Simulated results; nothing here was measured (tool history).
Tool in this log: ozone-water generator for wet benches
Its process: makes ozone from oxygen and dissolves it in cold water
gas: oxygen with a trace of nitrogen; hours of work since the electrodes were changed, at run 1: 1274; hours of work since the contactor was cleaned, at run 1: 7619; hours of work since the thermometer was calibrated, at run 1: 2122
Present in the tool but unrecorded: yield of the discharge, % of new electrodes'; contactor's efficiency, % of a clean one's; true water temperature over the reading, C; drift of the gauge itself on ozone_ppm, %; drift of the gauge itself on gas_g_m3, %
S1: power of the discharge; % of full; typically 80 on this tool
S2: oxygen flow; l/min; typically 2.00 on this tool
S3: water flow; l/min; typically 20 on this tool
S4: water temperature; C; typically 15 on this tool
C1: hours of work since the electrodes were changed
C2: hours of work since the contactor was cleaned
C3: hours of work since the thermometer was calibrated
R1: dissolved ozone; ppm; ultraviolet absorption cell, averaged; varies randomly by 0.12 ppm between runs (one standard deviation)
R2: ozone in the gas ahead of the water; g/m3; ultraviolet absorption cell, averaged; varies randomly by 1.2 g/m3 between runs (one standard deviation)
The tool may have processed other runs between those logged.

run	hour	S1	S2	S3	S4	C1	C2	C3	R1	R2
1	0.0	80	2.00	20	15	1274	7619	2122	10.0	203.8
2	172.3	80	2.00	20	15	1380	7724	2227	9.9	205.1
3	247.7	80	2.00	20	15	1426	7770	2273	9.9	203.5
4	349.3	80	2.00	20	15	1488	7832	2335	10.1	205.3
5	447.9	80	2.00	20	15	1548	7892	2395	9.9	203.3
6	567.6	80	2.00	20	15	1621	7965	2468	9.9	204.2
7	722.9	80	2.00	20	15	1716	8060	2563	9.9	203.3
8	822.9	80	2.00	20	15	1777	8121	2624	9.7	203.0
9	932.0	80	2.00	20	15	1843	8187	2691	9.9	201.7
10	1013.8	80	2.00	20	14	1893	8237	2741	9.9	203.3
11	1093.3	80	2.00	20	15	1942	8286	2789	9.8	200.9
12	1176.7	80	2.00	18	11	1992	8336	2840	11.1	202.4
# hour 1188.1: contactor cleaned
13	1332.2	80	2.00	18	11	2085	88	2932	12.0	202.8
14	1426.3	80	1.55	27	15	2142	145	2990	7.4	239.0
15	1575.6	80	1.55	27	12	2233	236	3081	7.4	238.9
16	1727.5	50	1.33	27	12	2326	329	3174	5.3	188.2
17	1890.6	49	2.74	15	15	2426	429	3273	10.1	113.5
18	1991.9	92	2.00	12	15	2487	490	3335	18.9	221.6
19	2155.4	92	2.00	12	15	2587	590	3435	19.3	221.5
20	2267.9	63	2.00	30	15	2656	659	3503	5.6	168.2
21	2351.1	80	2.00	25	21	2707	710	3554	7.9	199.4
22	2443.1	59	2.00	20	21	2763	766	3610	8.0	161.9

Here are 5 independent what-if runs from the current tool condition. What would each one return?
A	2578.0	82	2.00	20	15	2845	848	3692	?	?
B	2578.0	80	2.00	27	13	2845	848	3692	?	?
C	2578.0	80	1.13	14	15	2845	848	3692	?	?
D	2578.0	59	2.00	20	19	2845	848	3692	?	?
E	2578.0	80	2.00	13	18	2845	848	3692	?	?

run	R1	R2
A	10.6	200.9
B	7.7	197.4
C	14.3	291.7
D	8.0	160.7
E	15.5	196.8
Take away the tool's hidden state, keep each run's random variation, and the runs would have read:
run	R1	R2
A	11.5	215.3
B	8.4	211.4
C	15.4	312.3
D	8.6	169.7
E	16.7	210.8
